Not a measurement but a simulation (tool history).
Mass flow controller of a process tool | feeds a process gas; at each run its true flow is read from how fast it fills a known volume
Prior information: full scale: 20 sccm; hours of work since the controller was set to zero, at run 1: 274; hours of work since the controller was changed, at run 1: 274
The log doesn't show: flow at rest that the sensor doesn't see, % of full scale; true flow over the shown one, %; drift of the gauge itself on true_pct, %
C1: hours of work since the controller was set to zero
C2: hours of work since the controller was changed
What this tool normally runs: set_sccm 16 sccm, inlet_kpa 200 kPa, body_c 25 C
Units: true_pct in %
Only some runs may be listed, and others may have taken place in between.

{"run": 1, "hour": 0.0, "set_sccm": 16, "inlet_kpa": 200, "body_c": 25, "C1": 274, "C2": 274, "true_pct": 99.95}
{"run": 2, "hour": 171.2, "set_sccm": 4, "inlet_kpa": 200, "body_c": 25, "C1": 347, "C2": 347, "true_pct": 99.32}
{"run": 3, "hour": 330.0, "set_sccm": 4, "inlet_kpa": 200, "body_c": 25, "C1": 415, "C2": 415, "true_pct": 99.35}
{"run": 4, "hour": 532.4, "set_sccm": 16, "inlet_kpa": 200, "body_c": 24, "C1": 501, "C2": 501, "true_pct": 100.0}
{"run": 5, "hour": 625.8, "set_sccm": 16, "inlet_kpa": 200, "body_c": 24, "C1": 541, "C2": 541, "true_pct": 99.96}
{"run": 6, "hour": 768.5, "set_sccm": 16, "inlet_kpa": 200, "body_c": 24, "C1": 602, "C2": 602, "true_pct": 99.94}
{"run": 7, "hour": 903.5, "set_sccm": 16, "inlet_kpa": 200, "body_c": 24, "C1": 659, "C2": 659, "true_pct": 99.94}
{"run": 8, "hour": 1064.1, "set_sccm": 16, "inlet_kpa": 200, "body_c": 24, "C1": 728, "C2": 728, "true_pct": 100.01}
{"run": 9, "hour": 1204.9, "set_sccm": 6, "inlet_kpa": 200, "body_c": 25, "C1": 788, "C2": 788, "true_pct": 99.47}
{"run": 10, "hour": 1380.2, "set_sccm": 6, "inlet_kpa": 200, "body_c": 25, "C1": 863, "C2": 863, "true_pct": 99.49}
{"run": 11, "hour": 1533.1, "set_sccm": 6, "inlet_kpa": 200, "body_c": 25, "C1": 928, "C2": 928, "true_pct": 99.52}
{"run": 12, "hour": 1697.6, "set_sccm": 6, "inlet_kpa": 200, "body_c": 25, "C1": 998, "C2": 998, "true_pct": 99.57}
{"run": 13, "hour": 1785.2, "set_sccm": 6, "inlet_kpa": 200, "body_c": 25, "C1": 1036, "C2": 1036, "true_pct": 99.57}
{"run": 14, "hour": 1909.5, "set_sccm": 6, "inlet_kpa": 200, "body_c": 25, "C1": 1089, "C2": 1089, "true_pct": 99.45}
{"run": 15, "hour": 2049.6, "set_sccm": 6, "inlet_kpa": 200, "body_c": 25, "C1": 1149, "C2": 1149, "true_pct": 99.51}
{"run": 16, "hour": 2137.1, "set_sccm": 6, "inlet_kpa": 200, "body_c": 25, "C1": 1186, "C2": 1186, "true_pct": 99.53}
{"run": 17, "hour": 2253.2, "set_sccm": 6, "inlet_kpa": 214, "body_c": 21, "C1": 1236, "C2": 1236, "true_pct": 99.66}
{"run": 18, "hour": 2393.3, "set_sccm": 6, "inlet_kpa": 214, "body_c": 21, "C1": 1295, "C2": 1295, "true_pct": 99.57}
{"run": 19, "hour": 2476.0, "set_sccm": 6, "inlet_kpa": 214, "body_c": 21, "C1": 1331, "C2": 1331, "true_pct": 99.59}
{"run": 20, "hour": 2587.9, "set_sccm": 16, "inlet_kpa": 200, "body_c": 26, "C1": 1379, "C2": 1379, "true_pct": 100.12}
{"run": 21, "hour": 2683.9, "set_sccm": 5, "inlet_kpa": 269, "body_c": 23, "C1": 1420, "C2": 1420, "true_pct": 99.93}
{"run": 22, "hour": 2803.6, "set_sccm": 5, "inlet_kpa": 269, "body_c": 23, "C1": 1471, "C2": 1471, "true_pct": 99.82}
{"run": 23, "hour": 2999.3, "set_sccm": 5, "inlet_kpa": 269, "body_c": 23, "C1": 1554, "C2": 1554, "true_pct": 99.86}
{"run": 24, "hour": 3169.1, "set_sccm": 16, "inlet_kpa": 274, "body_c": 31, "C1": 1627, "C2": 1627, "true_pct": 100.53}
{"run": 25, "hour": 3342.7, "set_sccm": 5, "inlet_kpa": 187, "body_c": 20, "C1": 1701, "C2": 1701, "true_pct": 99.43}
{"run": 26, "hour": 3517.0, "set_sccm": 5, "inlet_kpa": 187, "body_c": 33, "C1": 1775, "C2": 1775, "true_pct": 98.92}
{"run": 27, "hour": 3698.2, "set_sccm": 5, "inlet_kpa": 187, "body_c": 33, "C1": 1853, "C2": 1853, "true_pct": 99.18}
{"run": 28, "hour": 3804.0, "set_sccm": 2, "inlet_kpa": 189, "body_c": 33, "C1": 1898, "C2": 1898, "true_pct": 97.61}

Same runs, no hidden state in the tool, same run-to-run variation:
run=1 true_pct=99.99
run=2 true_pct=99.60
run=3 true_pct=99.63
run=4 true_pct=99.99
run=5 true_pct=99.94
run=6 true_pct=99.90
run=7 true_pct=99.89
run=8 true_pct=99.95
run=9 true_pct=99.65
run=10 true_pct=99.66
run=11 true_pct=99.69
run=12 true_pct=99.74
run=13 true_pct=99.74
run=14 true_pct=99.62
run=15 true_pct=99.69
run=16 true_pct=99.70
run=17 true_pct=99.83
run=18 true_pct=99.74
run=19 true_pct=99.76
run=20 true_pct=99.92
run=21 true_pct=100.22
run=22 true_pct=100.12
run=23 true_pct=100.16
run=24 true_pct=100.28
run=25 true_pct=99.75
run=26 true_pct=99.24
run=27 true_pct=99.52
run=28 true_pct=99.34
